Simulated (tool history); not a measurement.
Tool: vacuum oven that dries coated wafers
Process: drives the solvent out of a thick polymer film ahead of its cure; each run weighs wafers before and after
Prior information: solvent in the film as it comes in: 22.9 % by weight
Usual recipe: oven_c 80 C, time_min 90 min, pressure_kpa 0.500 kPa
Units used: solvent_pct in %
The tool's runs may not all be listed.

run 1 day=0.000 | oven_c=80 time_min=90 pressure_kpa=0.500 | solvent_pct=4.47
run 2 day=0.858 | oven_c=80 time_min=50 pressure_kpa=0.500 | solvent_pct=8.32
run 3 day=1.250 | oven_c=80 time_min=50 pressure_kpa=0.500 | solvent_pct=8.19
run 4 day=1.988 | oven_c=80 time_min=90 pressure_kpa=0.500 | solvent_pct=4.52
run 5 day=2.642 | oven_c=80 time_min=90 pressure_kpa=1.481 | solvent_pct=5.57
run 6 day=3.467 | oven_c=80 time_min=90 pressure_kpa=1.481 | solvent_pct=5.69
run 7 day=4.108 | oven_c=80 time_min=90 pressure_kpa=1.481 | solvent_pct=5.79
run 8 day=4.850 | oven_c=80 time_min=90 pressure_kpa=1.481 | solvent_pct=5.73
run 9 day=5.638 | oven_c=80 time_min=90 pressure_kpa=0.500 | solvent_pct=4.50
run 10 day=6.400 | oven_c=80 time_min=90 pressure_kpa=0.500 | solvent_pct=4.46
run 11 day=6.954 | oven_c=86 time_min=90 pressure_kpa=0.442 | solvent_pct=2.46
run 12 day=7.575 | oven_c=92 time_min=90 pressure_kpa=0.260 | solvent_pct=1.11
run 13 day=8.029 | oven_c=70 time_min=128 pressure_kpa=0.260 | solvent_pct=6.09
run 14 day=8.858 | oven_c=69 time_min=90 pressure_kpa=0.308 | solvent_pct=8.87
-- day=9.275 oven's thermocouples calibrated
run 15 day=9.471 | oven_c=69 time_min=90 pressure_kpa=0.308 | solvent_pct=7.84
run 16 day=9.938 | oven_c=81 time_min=90 pressure_kpa=0.500 | solvent_pct=3.40
run 17 day=10.579 | oven_c=83 time_min=104 pressure_kpa=0.675 | solvent_pct=2.35
run 18 day=11.321 | oven_c=72 time_min=66 pressure_kpa=0.963 | solvent_pct=9.39
run 19 day=11.933 | oven_c=72 time_min=66 pressure_kpa=0.963 | solvent_pct=9.18
run 20 day=12.812 | oven_c=72 time_min=114 pressure_kpa=0.820 | solvent_pct=5.73

Each row is a separate what-if for the run after 20, all from the same tool condition, not one after another. Results?
run A day=13.629 | oven_c=95 time_min=64 pressure_kpa=1.197 | solvent_pct=?
run B day=13.629 | oven_c=83 time_min=125 pressure_kpa=0.316 | solvent_pct=?
run C day=13.629 | oven_c=73 time_min=90 pressure_kpa=0.500 | solvent_pct=?
run D day=13.629 | oven_c=82 time_min=153 pressure_kpa=0.478 | solvent_pct=?
run E day=13.629 | oven_c=81 time_min=90 pressure_kpa=1.559 | solvent_pct=?

run=A solvent_pct=1.85
run=B solvent_pct=1.47
run=C solvent_pct=6.50
run=D solvent_pct=1.25
run=E solvent_pct=4.52
Without the tool's hidden state the same runs would have given:
run=A solvent_pct=1.78
run=B solvent_pct=1.35
run=C solvent_pct=6.39
run=D solvent_pct=1.13
run=E solvent_pct=4.43
